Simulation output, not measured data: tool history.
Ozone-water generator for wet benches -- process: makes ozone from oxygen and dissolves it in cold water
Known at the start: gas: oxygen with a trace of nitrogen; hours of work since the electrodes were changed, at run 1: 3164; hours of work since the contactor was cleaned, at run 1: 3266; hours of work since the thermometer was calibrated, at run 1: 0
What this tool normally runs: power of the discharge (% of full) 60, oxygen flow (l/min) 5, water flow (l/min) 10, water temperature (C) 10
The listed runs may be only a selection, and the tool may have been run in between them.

run,hour,power of the discharge (% of full),oxygen flow (l/min),water flow (l/min),water temperature (C),hours of work since the electrodes were changed,hours of work since the contactor was cleaned,hours of work since the thermometer was calibrated,dissolved ozone (ppm),ozone in the gas ahead of the water (g/m3)
1,0,60,5,10,10,3164,3266,0,27.4,222.8
2,78.5,60,5,10,10,3241,3342,76,27.3,220.5
3,155.1,60,5,16,10,3315,3416,150,19.4,218.7
4,230.7,60,5,16,10,3388,3490,224,18.8,218.6
# hour 236.5: water thermometer calibrated
5,292.7,60,5,16,10,3448,3549,54,19.2,220
6,339.8,60,5,16,10,3494,3595,100,18.9,219.8
# hour 357.6: water thermometer calibrated, once more
7,419.6,69,2.65,10,8,3571,3672,60,26.6,298.3
8,502.6,69,2.65,10,8,3651,3753,141,27,296.1
9,560.2,69,2.65,10,8,3707,3808,197,26.5,295.5
10,620.4,69,6.96,10,11,3765,3867,255,28.5,204.4
11,702.9,70,5,9,10,3845,3947,335,31.1,233.9

5 ways to go on from here, each from the tool as it stands after run 11. What would each give?
A,775.6,77,5,11,10,3916,4017,406,?,?
B,775.6,60,5,10,13,3916,4017,406,?,?
C,775.6,68,5,12,8,3916,4017,406,?,?
D,775.6,70,3.46,9,7,3916,4017,406,?,?
E,775.6,81,5,9,10,3916,4017,406,?,?

run,dissolved ozone (ppm),ozone in the gas ahead of the water (g/m3)
A,28.2,245.6
B,25.4,216.5
C,25.9,231.2
D,31.1,265.3
E,33.3,250.1
With the hidden condition removed and each run's random variation left untouched, the same runs would have given:
run,dissolved ozone (ppm),ozone in the gas ahead of the water (g/m3)
A,33.3,269.8
B,29.6,235.2
C,30.3,252.4
D,36.4,290.2
E,39.3,275.5

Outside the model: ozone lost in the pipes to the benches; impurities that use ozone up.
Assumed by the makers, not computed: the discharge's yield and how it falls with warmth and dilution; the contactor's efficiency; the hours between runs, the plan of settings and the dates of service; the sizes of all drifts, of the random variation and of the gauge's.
